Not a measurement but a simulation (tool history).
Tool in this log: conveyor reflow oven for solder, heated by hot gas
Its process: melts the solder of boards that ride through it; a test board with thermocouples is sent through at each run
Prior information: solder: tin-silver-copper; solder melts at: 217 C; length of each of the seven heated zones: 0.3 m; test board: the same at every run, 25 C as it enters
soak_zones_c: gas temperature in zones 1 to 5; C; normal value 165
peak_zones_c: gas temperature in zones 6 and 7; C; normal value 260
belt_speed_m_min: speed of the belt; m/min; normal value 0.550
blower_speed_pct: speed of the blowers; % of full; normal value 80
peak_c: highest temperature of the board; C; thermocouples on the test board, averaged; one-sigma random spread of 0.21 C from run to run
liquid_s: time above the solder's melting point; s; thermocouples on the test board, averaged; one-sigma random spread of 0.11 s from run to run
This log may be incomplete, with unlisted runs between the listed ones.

run	hour	soak_zones_c	peak_zones_c	belt_speed_m_min	blower_speed_pct	peak_c	liquid_s
1	0.0	165	260	0.550	80	249.8	47.0
2	22.4	165	260	0.550	80	249.8	47.1
# hour 38.9: flux residue cleaned out of gas plates and filters
3	52.4	177	260	0.550	80	251.3	51.1
4	83.3	177	260	0.550	80	251.3	51.2
5	110.0	177	260	0.550	80	251.3	51.2
6	136.9	165	260	0.550	80	249.9	46.9
7	158.0	165	260	0.550	80	250.1	46.9
8	195.0	165	260	0.550	80	249.9	46.9
9	216.8	165	260	0.550	80	249.6	46.8
10	244.9	165	260	0.550	80	250.0	46.6
11	295.3	165	260	0.550	84	250.1	47.3
12	326.4	165	260	0.550	84	250.2	47.4
13	348.9	165	262	0.550	80	251.6	48.0
14	370.8	165	258	0.550	80	248.0	46.1
15	391.3	165	258	0.550	80	248.0	45.8
16	417.8	165	258	0.550	80	247.8	45.8
17	442.5	165	269	0.550	78	258.0	51.3
18	477.0	166	269	0.475	89	262.5	63.3
19	523.0	166	269	0.475	89	262.7	63.3
20	546.1	170	255	0.477	64	247.2	54.9
21	569.2	170	255	0.477	64	247.4	54.7
22	615.2	165	260	0.517	80	251.1	51.4
23	664.9	165	260	0.517	80	251.6	51.5
# hour 679.5: flux residue cleaned out of gas plates and filters
24	695.7	165	260	0.517	80	251.4	51.5
25	724.5	165	260	0.517	80	251.6	51.4
26	769.7	165	262	0.517	90	253.8	53.4
27	803.4	165	270	0.569	67	256.9	48.4
28	842.3	157	250	0.635	71	234.3	26.2
29	880.6	165	256	0.550	80	246.0	44.7
30	913.4	176	256	0.478	57	248.1	56.6
31	960.8	165	263	0.467	80	255.9	60.8

Below are 3 alternative next runs, each starting from the tool's condition after run 31. Predict each:
A	996.6	165	256	0.467	80	?	?
B	996.6	175	260	0.550	80	?	?
C	996.6	165	263	0.467	56	?	?

run	peak_c	liquid_s
A	249.3	56.7
B	250.5	50.5
C	253.8	58.3
Without the tool's unlogged condition, the same runs would have read:
run	peak_c	liquid_s
A	249.3	56.7
B	250.6	50.6
C	253.9	58.3
